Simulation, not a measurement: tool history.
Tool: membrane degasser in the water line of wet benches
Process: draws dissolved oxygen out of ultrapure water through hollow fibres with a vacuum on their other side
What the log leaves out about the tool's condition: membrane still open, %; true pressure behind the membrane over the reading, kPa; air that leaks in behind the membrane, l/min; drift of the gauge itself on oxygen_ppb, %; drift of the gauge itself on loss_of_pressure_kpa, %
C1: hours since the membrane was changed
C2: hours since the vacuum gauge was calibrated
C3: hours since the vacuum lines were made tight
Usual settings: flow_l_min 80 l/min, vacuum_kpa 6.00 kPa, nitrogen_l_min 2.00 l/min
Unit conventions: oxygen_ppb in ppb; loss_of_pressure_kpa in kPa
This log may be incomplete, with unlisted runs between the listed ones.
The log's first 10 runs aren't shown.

run 11 day=24.729 | flow_l_min=80 vacuum_kpa=6.00 nitrogen_l_min=2.00 | C1=1481 C2=1481 C3=5325 | oxygen_ppb=255.7 loss_of_pressure_kpa=65.76
run 12 day=28.075 | flow_l_min=80 vacuum_kpa=6.00 nitrogen_l_min=2.00 | C1=1562 C2=1562 C3=5405 | oxygen_ppb=253.9 loss_of_pressure_kpa=65.71
run 13 day=31.508 | flow_l_min=80 vacuum_kpa=6.00 nitrogen_l_min=2.00 | C1=1644 C2=1644 C3=5488 | oxygen_ppb=251.6 loss_of_pressure_kpa=65.60
run 14 day=33.167 | flow_l_min=80 vacuum_kpa=6.00 nitrogen_l_min=2.00 | C1=1684 C2=1684 C3=5528 | oxygen_ppb=255.2 loss_of_pressure_kpa=65.46
run 15 day=35.812 | flow_l_min=80 vacuum_kpa=6.00 nitrogen_l_min=2.00 | C1=1747 C2=1747 C3=5591 | oxygen_ppb=256.9 loss_of_pressure_kpa=65.49
run 16 day=39.146 | flow_l_min=80 vacuum_kpa=6.00 nitrogen_l_min=2.00 | C1=1827 C2=1827 C3=5671 | oxygen_ppb=252.7 loss_of_pressure_kpa=65.57
run 17 day=41.400 | flow_l_min=116 vacuum_kpa=9.72 nitrogen_l_min=4.10 | C1=1882 C2=1882 C3=5725 | oxygen_ppb=450.4 loss_of_pressure_kpa=95.37
run 18 day=43.171 | flow_l_min=116 vacuum_kpa=9.72 nitrogen_l_min=4.10 | C1=1924 C2=1924 C3=5768 | oxygen_ppb=453.6 loss_of_pressure_kpa=95.38
run 19 day=44.725 | flow_l_min=119 vacuum_kpa=14.30 nitrogen_l_min=2.00 | C1=1961 C2=1961 C3=5805 | oxygen_ppb=1149.4 loss_of_pressure_kpa=97.95
-- day=44.988 vacuum gauge calibrated
run 20 day=47.875 | flow_l_min=77 vacuum_kpa=8.52 nitrogen_l_min=2.07 | C1=2036 C2=69 C3=5880 | oxygen_ppb=427.1 loss_of_pressure_kpa=63.21
run 21 day=51.458 | flow_l_min=77 vacuum_kpa=8.52 nitrogen_l_min=2.07 | C1=2122 C2=155 C3=5966 | oxygen_ppb=424.5 loss_of_pressure_kpa=63.49
run 22 day=53.183 | flow_l_min=77 vacuum_kpa=8.52 nitrogen_l_min=2.07 | C1=2164 C2=197 C3=6007 | oxygen_ppb=431.1 loss_of_pressure_kpa=63.49
run 23 day=54.792 | flow_l_min=94 vacuum_kpa=8.52 nitrogen_l_min=2.30 | C1=2202 C2=235 C3=6046 | oxygen_ppb=477.8 loss_of_pressure_kpa=77.03
run 24 day=57.288 | flow_l_min=127 vacuum_kpa=3.71 nitrogen_l_min=2.00 | C1=2262 C2=295 C3=6106 | oxygen_ppb=187.3 loss_of_pressure_kpa=104.27

What does the tool deliver on the next run?
run 25 day=58.829 | flow_l_min=71 vacuum_kpa=4.88 nitrogen_l_min=1.86 | C1=2299 C2=332 C3=6143 | oxygen_ppb=? loss_of_pressure_kpa=?

{"run 25": {"oxygen_ppb": 170.4, "loss_of_pressure_kpa": 58.34}}
Had the tool carried no hidden state, the very same run would have given oxygen_ppb 145.1 ppb, loss_of_pressure_kpa 57.30 kPa.
